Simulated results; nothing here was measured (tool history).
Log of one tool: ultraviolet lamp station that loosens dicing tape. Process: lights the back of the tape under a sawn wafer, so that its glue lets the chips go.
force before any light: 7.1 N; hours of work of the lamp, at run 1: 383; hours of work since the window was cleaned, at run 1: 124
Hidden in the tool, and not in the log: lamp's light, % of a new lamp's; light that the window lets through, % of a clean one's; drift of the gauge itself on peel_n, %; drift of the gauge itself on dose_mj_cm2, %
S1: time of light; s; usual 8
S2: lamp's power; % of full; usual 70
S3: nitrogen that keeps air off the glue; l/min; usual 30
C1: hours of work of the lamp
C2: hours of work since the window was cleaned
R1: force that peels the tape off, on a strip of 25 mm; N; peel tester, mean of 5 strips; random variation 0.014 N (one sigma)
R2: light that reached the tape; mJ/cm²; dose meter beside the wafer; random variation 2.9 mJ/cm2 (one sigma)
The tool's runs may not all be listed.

run 1 hour=0 | S1=8 S2=70 S3=30 | C1=383 C2=124 | R1=0.858 R2=367
run 2 hour=18.6 | S1=8 S2=70 S3=30 | C1=393 C2=134 | R1=0.907 R2=362
run 3 hour=34.7 | S1=8 S2=70 S3=30 | C1=402 C2=143 | R1=0.919 R2=364
run 4 hour=63.1 | S1=8 S2=70 S3=30 | C1=417 C2=158 | R1=0.915 R2=356
run 5 hour=80.7 | S1=8 S2=70 S3=30 | C1=427 C2=168 | R1=0.924 R2=353
run 6 hour=109.7 | S1=8 S2=70 S3=30 | C1=442 C2=184 | R1=0.936 R2=347
run 7 hour=131.6 | S1=8 S2=70 S3=15 | C1=454 C2=195 | R1=1.558 R2=345
run 8 hour=155.3 | S1=9 S2=74 S3=10 | C1=467 C2=208 | R1=1.533 R2=405
run 9 hour=173.9 | S1=9 S2=74 S3=10 | C1=477 C2=218 | R1=1.536 R2=396
run 10 hour=197.3 | S1=9 S2=74 S3=10 | C1=490 C2=231 | R1=1.55 R2=394
run 11 hour=217.6 | S1=9 S2=60 S3=25 | C1=501 C2=242 | R1=1.26 R2=313
-- hour=233 window cleaned of glue's vapour
run 12 hour=243.3 | S1=9 S2=60 S3=25 | C1=514 C2=6 | R1=0.964 R2=377
run 13 hour=259.9 | S1=8 S2=75 S3=30 | C1=523 C2=14 | R1=0.701 R2=415

5 ways to go on from here, each from the tool as it stands after run 13. What would each give?
run A hour=285.3 | S1=4 S2=88 S3=30 | C1=537 C2=28 | R1=? R2=?
run B hour=285.3 | S1=4 S2=67 S3=45 | C1=537 C2=28 | R1=? R2=?
run C hour=285.3 | S1=11 S2=75 S3=23 | C1=537 C2=28 | R1=? R2=?
run D hour=285.3 | S1=8 S2=70 S3=17 | C1=537 C2=28 | R1=? R2=?
run E hour=285.3 | S1=8 S2=75 S3=53 | C1=537 C2=28 | R1=? R2=?

run=A R1=1.626 R2=243
run=B R1=1.967 R2=184
run=C R1=0.478 R2=566
run=D R1=1.176 R2=385
run=E R1=0.513 R2=416
Without the tool's hidden state the same runs would have given:
run=A R1=1.384 R2=272
run=B R1=1.705 R2=207
run=C R1=0.395 R2=634
run=D R1=0.975 R2=431
run=E R1=0.422 R2=466
